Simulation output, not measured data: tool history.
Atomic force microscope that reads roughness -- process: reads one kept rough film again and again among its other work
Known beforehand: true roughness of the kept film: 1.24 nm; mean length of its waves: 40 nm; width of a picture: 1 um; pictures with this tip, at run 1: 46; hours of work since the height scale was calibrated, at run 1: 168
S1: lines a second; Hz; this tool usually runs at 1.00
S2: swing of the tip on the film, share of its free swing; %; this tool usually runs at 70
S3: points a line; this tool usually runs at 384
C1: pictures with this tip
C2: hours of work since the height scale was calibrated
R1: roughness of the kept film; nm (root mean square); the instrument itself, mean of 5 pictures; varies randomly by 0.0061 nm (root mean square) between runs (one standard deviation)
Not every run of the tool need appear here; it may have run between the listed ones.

| run | hour | S1 | S2 | S3 | C1 | C2 | R1 |
|---|---|---|---|---|---|---|---|
| 1 | 0.0 | 1.00 | 70 | 384 | 46 | 168 | 1.127 |
| 2 | 9.2 | 1.00 | 70 | 384 | 59 | 172 | 1.101 |
| 3 | 14.0 | 1.09 | 70 | 384 | 66 | 174 | 1.100 |
| 4 | 21.4 | 1.09 | 70 | 384 | 77 | 177 | 1.081 |
| 5 | 30.7 | 1.00 | 70 | 706 | 90 | 181 | 1.095 |
| 6 | 38.5 | 1.00 | 70 | 392 | 101 | 184 | 1.077 |
|  | 44.2 | new tip fitted |
| 7 | 49.0 | 1.00 | 70 | 392 | 6 | 188 | 1.151 |
| 8 | 57.4 | 1.00 | 70 | 384 | 19 | 192 | 1.146 |
| 9 | 63.2 | 1.00 | 70 | 384 | 27 | 194 | 1.134 |
| 10 | 71.7 | 1.00 | 70 | 384 | 39 | 198 | 1.125 |
| 11 | 79.8 | 1.00 | 70 | 384 | 50 | 201 | 1.115 |
| 12 | 84.7 | 1.98 | 70 | 384 | 58 | 203 | 1.076 |
| 13 | 90.2 | 2.66 | 85 | 274 | 65 | 206 | 0.948 |
| 14 | 97.8 | 1.61 | 70 | 680 | 76 | 209 | 1.081 |
| 15 | 107.5 | 3.49 | 70 | 384 | 90 | 213 | 0.997 |
| 16 | 111.9 | 3.59 | 66 | 786 | 96 | 215 | 1.017 |
| 17 | 120.0 | 3.59 | 60 | 652 | 108 | 218 | 1.040 |
|  | 121.1 | new tip fitted |
| 18 | 124.9 | 3.59 | 60 | 652 | 5 | 220 | 1.109 |

Forecast run 19:
| 19 | 130.8 | 2.16 | 89 | 934 | 14 | 223 | ? |

For run 19 the tool returned R1 0.993 nm (root mean square).
Take away the tool's hidden state, keep the run-to-run variation as it was, and the same run would have given R1 1.009 nm (root mean square).

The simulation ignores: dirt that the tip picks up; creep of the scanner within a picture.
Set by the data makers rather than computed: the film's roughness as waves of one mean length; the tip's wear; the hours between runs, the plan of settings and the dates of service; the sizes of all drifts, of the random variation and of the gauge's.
